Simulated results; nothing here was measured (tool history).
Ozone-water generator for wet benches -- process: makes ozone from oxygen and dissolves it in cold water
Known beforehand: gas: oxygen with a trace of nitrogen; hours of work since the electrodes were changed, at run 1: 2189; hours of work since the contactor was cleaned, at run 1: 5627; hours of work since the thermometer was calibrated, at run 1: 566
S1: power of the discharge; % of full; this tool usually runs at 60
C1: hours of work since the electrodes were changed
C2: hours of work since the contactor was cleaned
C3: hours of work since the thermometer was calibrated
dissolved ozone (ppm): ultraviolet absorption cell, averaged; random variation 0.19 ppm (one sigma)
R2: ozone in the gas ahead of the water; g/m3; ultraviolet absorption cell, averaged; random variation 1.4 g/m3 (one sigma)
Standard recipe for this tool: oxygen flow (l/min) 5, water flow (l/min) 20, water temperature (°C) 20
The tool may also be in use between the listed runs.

run 1 hour=0 | S1=60 oxygen_flow_(l/min)=5 water_flow_(l/min)=20 water_temperature_(°C)=20 | C1=2189 C2=5627 C3=566 | dissolved_ozone_(ppm)=24.1 R2=238
run 2 hour=70.5 | S1=60 oxygen_flow_(l/min)=5 water_flow_(l/min)=20 water_temperature_(°C)=20 | C1=2248 C2=5685 C3=625 | dissolved_ozone_(ppm)=24 R2=236.6
run 3 hour=130.2 | S1=60 oxygen_flow_(l/min)=5 water_flow_(l/min)=20 water_temperature_(°C)=20 | C1=2298 C2=5735 C3=675 | dissolved_ozone_(ppm)=23.6 R2=238.3
run 4 hour=167.9 | S1=60 oxygen_flow_(l/min)=5 water_flow_(l/min)=20 water_temperature_(°C)=20 | C1=2330 C2=5767 C3=707 | dissolved_ozone_(ppm)=24.1 R2=237.3
run 5 hour=232 | S1=60 oxygen_flow_(l/min)=5 water_flow_(l/min)=20 water_temperature_(°C)=20 | C1=2383 C2=5820 C3=760 | dissolved_ozone_(ppm)=24.1 R2=233.9
run 6 hour=265.1 | S1=60 oxygen_flow_(l/min)=5 water_flow_(l/min)=18 water_temperature_(°C)=20 | C1=2411 C2=5848 C3=788 | dissolved_ozone_(ppm)=25.9 R2=236.7
run 7 hour=321.1 | S1=60 oxygen_flow_(l/min)=5 water_flow_(l/min)=18 water_temperature_(°C)=20 | C1=2458 C2=5895 C3=835 | dissolved_ozone_(ppm)=25.8 R2=232.8
run 8 hour=389.7 | S1=60 oxygen_flow_(l/min)=5 water_flow_(l/min)=19 water_temperature_(°C)=20 | C1=2515 C2=5952 C3=892 | dissolved_ozone_(ppm)=24.6 R2=234.6
run 9 hour=435 | S1=60 oxygen_flow_(l/min)=5 water_flow_(l/min)=19 water_temperature_(°C)=20 | C1=2553 C2=5990 C3=930 | dissolved_ozone_(ppm)=24.4 R2=238
run 10 hour=512.4 | S1=60 oxygen_flow_(l/min)=5 water_flow_(l/min)=19 water_temperature_(°C)=20 | C1=2617 C2=6055 C3=994 | dissolved_ozone_(ppm)=24.4 R2=233.1
-- hour=538.8 contactor cleaned
run 11 hour=589 | S1=60 oxygen_flow_(l/min)=5 water_flow_(l/min)=19 water_temperature_(°C)=20 | C1=2678 C2=42 C3=1055 | dissolved_ozone_(ppm)=26.5 R2=233.3
run 12 hour=662.2 | S1=60 oxygen_flow_(l/min)=5 water_flow_(l/min)=19 water_temperature_(°C)=20 | C1=2739 C2=103 C3=1116 | dissolved_ozone_(ppm)=26.5 R2=231.8
run 13 hour=697.6 | S1=85 oxygen_flow_(l/min)=5 water_flow_(l/min)=20 water_temperature_(°C)=20 | C1=2769 C2=133 C3=1146 | dissolved_ozone_(ppm)=31.5 R2=287.6
run 14 hour=762.6 | S1=85 oxygen_flow_(l/min)=5 water_flow_(l/min)=20 water_temperature_(°C)=20 | C1=2823 C2=187 C3=1200 | dissolved_ozone_(ppm)=31 R2=286.7
run 15 hour=799.6 | S1=85 oxygen_flow_(l/min)=5 water_flow_(l/min)=20 water_temperature_(°C)=20 | C1=2854 C2=218 C3=1231 | dissolved_ozone_(ppm)=31.1 R2=286
run 16 hour=836.7 | S1=85 oxygen_flow_(l/min)=5 water_flow_(l/min)=20 water_temperature_(°C)=20 | C1=2885 C2=249 C3=1262 | dissolved_ozone_(ppm)=30.8 R2=289.3
run 17 hour=875.5 | S1=60 oxygen_flow_(l/min)=3.13 water_flow_(l/min)=20 water_temperature_(°C)=13 | C1=2918 C2=281 C3=1294 | dissolved_ozone_(ppm)=23.6 R2=268.2
run 18 hour=940.4 | S1=52 oxygen_flow_(l/min)=3.13 water_flow_(l/min)=22 water_temperature_(°C)=18 | C1=2972 C2=336 C3=1349 | dissolved_ozone_(ppm)=18.6 R2=244.5
run 19 hour=1014.8 | S1=52 oxygen_flow_(l/min)=3.13 water_flow_(l/min)=22 water_temperature_(°C)=18 | C1=3034 C2=398 C3=1411 | dissolved_ozone_(ppm)=19 R2=244.6
run 20 hour=1060.8 | S1=52 oxygen_flow_(l/min)=3.96 water_flow_(l/min)=14 water_temperature_(°C)=18 | C1=3072 C2=436 C3=1449 | dissolved_ozone_(ppm)=29 R2=226.2
run 21 hour=1097.8 | S1=52 oxygen_flow_(l/min)=3.96 water_flow_(l/min)=14 water_temperature_(°C)=18 | C1=3103 C2=467 C3=1480 | dissolved_ozone_(ppm)=28.8 R2=225.3
run 22 hour=1136.8 | S1=52 oxygen_flow_(l/min)=3.96 water_flow_(l/min)=14 water_temperature_(°C)=18 | C1=3136 C2=500 C3=1513 | dissolved_ozone_(ppm)=29.1 R2=227.1
run 23 hour=1185.4 | S1=45 oxygen_flow_(l/min)=5.99 water_flow_(l/min)=17 water_temperature_(°C)=15 | C1=3177 C2=540 C3=1553 | dissolved_ozone_(ppm)=26.4 R2=183.6
run 24 hour=1246.2 | S1=50 oxygen_flow_(l/min)=7.02 water_flow_(l/min)=28 water_temperature_(°C)=14 | C1=3227 C2=591 C3=1604 | dissolved_ozone_(ppm)=20.4 R2=185.1
run 25 hour=1284.9 | S1=50 oxygen_flow_(l/min)=7.02 water_flow_(l/min)=28 water_temperature_(°C)=14 | C1=3260 C2=623 C3=1637 | dissolved_ozone_(ppm)=20.5 R2=184.5
run 26 hour=1341.1 | S1=50 oxygen_flow_(l/min)=7.02 water_flow_(l/min)=28 water_temperature_(°C)=14 | C1=3307 C2=670 C3=1683 | dissolved_ozone_(ppm)=20.1 R2=184
run 27 hour=1389.2 | S1=57 oxygen_flow_(l/min)=2.86 water_flow_(l/min)=20 water_temperature_(°C)=28 | C1=3347 C2=711 C3=1724 | dissolved_ozone_(ppm)=18.5 R2=264
run 28 hour=1450.3 | S1=60 oxygen_flow_(l/min)=8.52 water_flow_(l/min)=26 water_temperature_(°C)=13 | C1=3398 C2=762 C3=1775 | dissolved_ozone_(ppm)=25.1 R2=193
run 29 hour=1523.5 | S1=60 oxygen_flow_(l/min)=5 water_flow_(l/min)=20 water_temperature_(°C)=17 | C1=3459 C2=823 C3=1836 | dissolved_ozone_(ppm)=25.8 R2=226.8
run 30 hour=1581.9 | S1=48 oxygen_flow_(l/min)=5 water_flow_(l/min)=21 water_temperature_(°C)=20 | C1=3508 C2=872 C3=1885 | dissolved_ozone_(ppm)=20.8 R2=198.3
run 31 hour=1644.3 | S1=60 oxygen_flow_(l/min)=6 water_flow_(l/min)=20 water_temperature_(°C)=20 | C1=3560 C2=924 C3=1937 | dissolved_ozone_(ppm)=25.4 R2=212.8
run 32 hour=1714.6 | S1=43 oxygen_flow_(l/min)=5 water_flow_(l/min)=16 water_temperature_(°C)=20 | C1=3619 C2=982 C3=1996 | dissolved_ozone_(ppm)=23.9 R2=187.2

Across each entry between runs, compare the hidden state at the last listed run before it with the hidden state at the first listed run after it:
Between runs 10 and 11: contactor cleaned (hour 538.8)
  yield of the discharge, % of new electrodes': 91.7 -> 91.5; contactor's efficiency, % of a clean one's: 82.6 -> 99.3
  measured value less the no-hidden-state value, dissolved ozone (ppm): -4.2 -> -2.3; R2: -19.1 -> -19.6 g/m3
